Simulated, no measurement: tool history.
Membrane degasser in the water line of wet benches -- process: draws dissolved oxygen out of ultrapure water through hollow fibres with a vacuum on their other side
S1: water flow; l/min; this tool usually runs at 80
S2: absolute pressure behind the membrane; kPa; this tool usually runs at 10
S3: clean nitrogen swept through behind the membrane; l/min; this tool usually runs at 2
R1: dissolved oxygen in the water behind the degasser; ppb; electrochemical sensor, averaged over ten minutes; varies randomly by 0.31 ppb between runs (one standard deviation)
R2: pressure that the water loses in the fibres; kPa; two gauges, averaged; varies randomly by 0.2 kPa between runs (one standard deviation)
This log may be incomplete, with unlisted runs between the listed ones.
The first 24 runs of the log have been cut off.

run,hour,S1,S2,S3,R1,R2
25,1800.1,95,6.4,1.05,452,52.32
26,1901.3,70,13.1,1.06,1051.2,38.43
27,1960.6,63,7.9,2.23,276.3,34.57
28,2059.6,80,18,2.97,787.2,43.91
29,2135.1,80,18,2.97,788.1,44.19
30,2182.5,80,11.8,4.62,328.5,44.27
31,2261.5,80,11.8,3.02,469.6,44.16
32,2306.5,80,11.8,3.02,469.8,43.92
33,2401.5,80,11.8,3.02,469.4,44.07

Each row is a separate what-if for the run after 33, all from the same tool condition, not one after another. Results?
A,2497.2,80,11.8,1.08,?,?
B,2497.2,80,8.8,2.97,?,?
C,2497.2,80,11.8,3.02,?,?

run,R1,R2
A,1000.8,44
B,317,44.44
C,469.2,44.15
Stripped of hidden state, with their random variation kept, the same runs would have yielded:
run,R1,R2
A,999,42.95
B,315.6,43.38
C,467.9,43.1
